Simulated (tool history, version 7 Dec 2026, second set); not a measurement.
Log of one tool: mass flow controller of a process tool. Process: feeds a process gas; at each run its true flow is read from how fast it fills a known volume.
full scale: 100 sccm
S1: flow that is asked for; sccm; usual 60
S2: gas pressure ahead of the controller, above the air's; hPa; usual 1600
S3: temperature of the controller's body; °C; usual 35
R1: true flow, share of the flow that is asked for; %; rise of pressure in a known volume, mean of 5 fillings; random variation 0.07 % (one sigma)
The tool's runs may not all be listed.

{"run": 1, "day": 0.0, "S1": 60, "S2": 1600, "S3": 35, "R1": 99.69}
{"run": 2, "day": 10.658, "S1": 60, "S2": 1600, "S3": 35, "R1": 99.52}
{"run": 3, "day": 31.938, "S1": 60, "S2": 1600, "S3": 35, "R1": 99.77}
{"run": 4, "day": 41.296, "S1": 60, "S2": 1600, "S3": 35, "R1": 99.85}
{"run": 5, "day": 52.488, "S1": 60, "S2": 1600, "S3": 27, "R1": 100.43}
{"run": 6, "day": 62.188, "S1": 89, "S2": 1600, "S3": 35, "R1": 100.59}
{"run": 7, "day": 77.225, "S1": 58, "S2": 1600, "S3": 35, "R1": 100.02}
{"run": 8, "day": 88.3, "S1": 58, "S2": 1600, "S3": 35, "R1": 99.93}
{"run": 9, "day": 104.25, "S1": 58, "S2": 1600, "S3": 35, "R1": 100.12}
{"run": 10, "day": 118.95, "S1": 58, "S2": 1600, "S3": 35, "R1": 100.18}
{"run": 11, "day": 127.575, "S1": 17, "S2": 1600, "S3": 35, "R1": 101.67}
{"run": 12, "day": 148.779, "S1": 17, "S2": 1600, "S3": 35, "R1": 101.84}
{"run": 13, "day": 162.696, "S1": 17, "S2": 1600, "S3": 35, "R1": 102.2}
{"run": 14, "day": 177.858, "S1": 17, "S2": 1600, "S3": 35, "R1": 102.27}
{"run": 15, "day": 197.712, "S1": 17, "S2": 1600, "S3": 35, "R1": 102.48}
{"run": 16, "day": 213.588, "S1": 73, "S2": 2130, "S3": 31, "R1": 101.04}
{"run": 17, "day": 231.55, "S1": 73, "S2": 2130, "S3": 31, "R1": 101.2}
{"run": 18, "day": 243.171, "S1": 73, "S2": 2130, "S3": 31, "R1": 101.22}
{"run": 19, "day": 251.942, "S1": 73, "S2": 2130, "S3": 31, "R1": 101.22}
{"run": 20, "day": 267.658, "S1": 18, "S2": 1500, "S3": 35, "R1": 103.27}
{"run": 21, "day": 278.588, "S1": 34, "S2": 1600, "S3": 25, "R1": 102.24}
{"run": 22, "day": 292.308, "S1": 60, "S2": 1570, "S3": 28, "R1": 101.8}
{"run": 23, "day": 302.604, "S1": 24, "S2": 1570, "S3": 28, "R1": 103.07}
{"day": 312.821, "done": "controller's zero set anew"}
{"run": 24, "day": 317.146, "S1": 24, "S2": 1570, "S3": 28, "R1": 99.38}
{"run": 25, "day": 334.492, "S1": 10, "S2": 2350, "S3": 31, "R1": 99.04}
{"run": 26, "day": 344.042, "S1": 10, "S2": 2350, "S3": 31, "R1": 99.19}
{"run": 27, "day": 356.733, "S1": 57, "S2": 1860, "S3": 39, "R1": 99.85}

Forecast each of these 5 alternatives for the next run:
{"run": "A", "day": 372.4, "S1": 20, "S2": 1610, "S3": 28, "R1": "?"}
{"run": "B", "day": 372.4, "S1": 60, "S2": 1600, "S3": 27, "R1": "?"}
{"run": "C", "day": 372.4, "S1": 28, "S2": 1540, "S3": 29, "R1": "?"}
{"run": "D", "day": 372.4, "S1": 60, "S2": 1440, "S3": 35, "R1": "?"}
{"run": "E", "day": 372.4, "S1": 65, "S2": 2130, "S3": 24, "R1": "?"}

run=A R1=99.88
run=B R1=100.76
run=C R1=99.74
run=D R1=100.22
run=E R1=100.87
Without the tool's hidden state the same runs would have given:
run=A R1=97.51
run=B R1=98.8
run=C R1=97.55
run=D R1=98.26
run=E R1=98.93
